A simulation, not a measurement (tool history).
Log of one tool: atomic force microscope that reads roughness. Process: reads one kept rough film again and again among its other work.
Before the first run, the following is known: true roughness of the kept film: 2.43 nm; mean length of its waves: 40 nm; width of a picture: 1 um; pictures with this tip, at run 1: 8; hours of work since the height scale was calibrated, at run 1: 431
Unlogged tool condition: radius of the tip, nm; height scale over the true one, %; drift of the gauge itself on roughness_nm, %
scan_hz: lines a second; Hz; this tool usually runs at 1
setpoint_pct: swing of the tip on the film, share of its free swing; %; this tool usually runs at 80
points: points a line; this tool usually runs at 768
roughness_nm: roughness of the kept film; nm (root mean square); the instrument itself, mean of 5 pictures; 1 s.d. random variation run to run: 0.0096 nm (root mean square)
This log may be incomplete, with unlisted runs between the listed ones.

run	hour	scan_hz	setpoint_pct	points	pictures with this tip	hours of work since the height scale was calibrated	roughness_nm
1	0	1	80	768	8	431	2.146
2	25.2	1	80	768	38	445	2.088
3	42.7	1	80	768	60	454	2.048
4	65.9	1.51	80	768	88	466	1.956
5	79.2	1.72	80	768	104	474	1.88
6	97.7	1	76	768	126	483	1.953
7	115.5	1	76	768	147	493	1.917
# hour 120.7: new tip fitted
8	130.3	1	80	768	12	501	2.142
9	153.1	1	80	768	39	513	2.106
10	166.7	1	80	768	55	520	2.067
11	185	1	80	768	77	530	2.035
12	208.7	1	73	768	106	543	2.015
13	226.2	1	73	768	127	552	1.98
# hour 249: new tip fitted
14	252.5	0.74	73	413	4	566	2.216
15	265.8	1	81	462	20	573	2.122
16	287.2	1.04	63	705	46	584	2.154
17	304.6	1.26	80	768	67	594	2
18	317.5	1.91	80	768	83	601	1.898
19	338.8	1	60	265	108	612	2.02
20	359.8	1	70	985	134	623	1.956
# hour 376.9: new tip fitted
21	379.9	1.92	58	849	3	634	2.229
22	394.2	0.68	76	450	21	641	2.178
23	416.2	0.68	76	450	47	653	2.135
24	432.5	0.9	62	276	67	662	2.124
25	453.2	0.67	72	333	92	673	2.069
26	463.9	0.67	72	333	105	679	2.033

Below are 4 alternative next runs, each starting from the tool's condition after run 26. Predict each:
A	478.9	2.63	77	801	123	687	?
B	478.9	0.78	74	481	123	687	?
C	478.9	0.86	72	789	123	687	?
D	478.9	0.83	56	317	123	687	?

run	roughness_nm
A	1.822
B	2.014
C	1.997
D	2.047
Take away the tool's hidden state, keep each run's random variation, and the runs would have read:
run	roughness_nm
A	2.042
B	2.258
C	2.238
D	2.295

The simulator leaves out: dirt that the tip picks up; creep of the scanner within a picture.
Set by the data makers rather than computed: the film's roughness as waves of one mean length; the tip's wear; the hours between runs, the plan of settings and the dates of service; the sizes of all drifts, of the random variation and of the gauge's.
